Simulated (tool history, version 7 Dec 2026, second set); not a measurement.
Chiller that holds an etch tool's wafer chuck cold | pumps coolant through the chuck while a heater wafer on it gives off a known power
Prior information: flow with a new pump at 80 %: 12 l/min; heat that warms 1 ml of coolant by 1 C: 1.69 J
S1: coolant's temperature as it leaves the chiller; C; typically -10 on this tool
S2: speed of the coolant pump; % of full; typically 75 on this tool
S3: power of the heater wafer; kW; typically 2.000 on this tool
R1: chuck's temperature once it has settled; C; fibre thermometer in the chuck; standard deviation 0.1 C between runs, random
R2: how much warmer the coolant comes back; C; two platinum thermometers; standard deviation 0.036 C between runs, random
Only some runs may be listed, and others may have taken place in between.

| run | hour | S1 | S2 | S3 | R1 | R2 |
|---|---|---|---|---|---|---|
| 1 | 0.0 | -10 | 75 | 2.000 | 7.9 | 6.34 |
| 2 | 26.8 | -10 | 75 | 2.000 | 7.8 | 6.31 |
| 3 | 45.8 | -10 | 75 | 2.000 | 8.0 | 6.40 |
| 4 | 71.0 | -10 | 75 | 2.000 | 7.9 | 6.41 |
| 5 | 98.8 | -10 | 75 | 2.000 | 8.0 | 6.33 |
| 6 | 117.7 | -10 | 75 | 2.000 | 7.7 | 6.39 |
| 7 | 133.8 | -10 | 75 | 2.000 | 8.0 | 6.35 |
| 8 | 153.8 | -10 | 75 | 2.000 | 8.0 | 6.42 |
| 9 | 184.6 | -10 | 75 | 2.000 | 8.1 | 6.34 |
| 10 | 207.8 | -10 | 75 | 1.737 | 5.6 | 5.55 |
| 11 | 233.7 | -10 | 70 | 1.737 | 6.3 | 6.01 |
| 12 | 252.3 | -10 | 75 | 2.000 | 8.0 | 6.38 |
| 13 | 273.9 | -10 | 75 | 2.000 | 8.1 | 6.34 |
| 14 | 305.9 | -10 | 75 | 2.000 | 8.0 | 6.39 |
| 15 | 328.0 | -10 | 75 | 2.000 | 8.0 | 6.37 |
| 16 | 349.1 | -10 | 75 | 2.000 | 8.0 | 6.38 |
| 17 | 373.1 | -10 | 75 | 2.000 | 7.9 | 6.40 |
| 18 | 389.2 | -18 | 92 | 1.167 | -8.7 | 2.94 |
| 19 | 415.5 | -16 | 93 | 1.264 | -6.0 | 3.17 |
| 20 | 431.6 | -16 | 93 | 1.264 | -6.1 | 3.14 |
| 21 | 448.7 | -8 | 80 | 1.264 | 2.8 | 3.69 |
| 22 | 467.7 | -10 | 84 | 1.683 | 4.2 | 4.75 |
| 23 | 494.6 | -13 | 75 | 2.344 | 7.9 | 7.46 |
| 24 | 517.2 | -11 | 95 | 2.937 | 11.5 | 7.08 |
| 25 | 546.9 | -3 | 64 | 1.347 | 10.4 | 5.14 |
| 26 | 562.9 | -2 | 83 | 1.226 | 8.2 | 3.48 |
| 27 | 586.1 | -7 | 77 | 1.101 | 2.7 | 3.45 |
| 28 | 600.8 | -7 | 77 | 1.101 | 2.7 | 3.40 |
| 29 | 628.0 | -7 | 71 | 2.479 | 16.0 | 8.40 |
| 30 | 661.1 | -7 | 98 | 1.138 | 1.4 | 2.71 |
| 31 | 689.4 | -18 | 76 | 2.055 | 0.4 | 6.41 |
| 32 | 705.3 | -18 | 76 | 2.055 | 0.2 | 6.48 |
| 33 | 723.7 | -10 | 91 | 2.374 | 8.7 | 6.07 |

Each row is a separate what-if for the run after 33, all from the same tool condition, not one after another. Results?
| A | 744.4 | -10 | 75 | 1.194 | ? | ? |
| B | 744.4 | -10 | 75 | 2.673 | ? | ? |
| C | 744.4 | -4 | 70 | 1.531 | ? | ? |

| run | R1 | R2 |
|---|---|---|
| A | 0.5 | 3.79 |
| B | 14.0 | 8.57 |
| C | 10.3 | 5.23 |
Without the tool's unlogged condition, the same runs would have read:
| run | R1 | R2 |
|---|---|---|
| A | 0.5 | 3.79 |
| B | 13.9 | 8.57 |
| C | 10.3 | 5.23 |
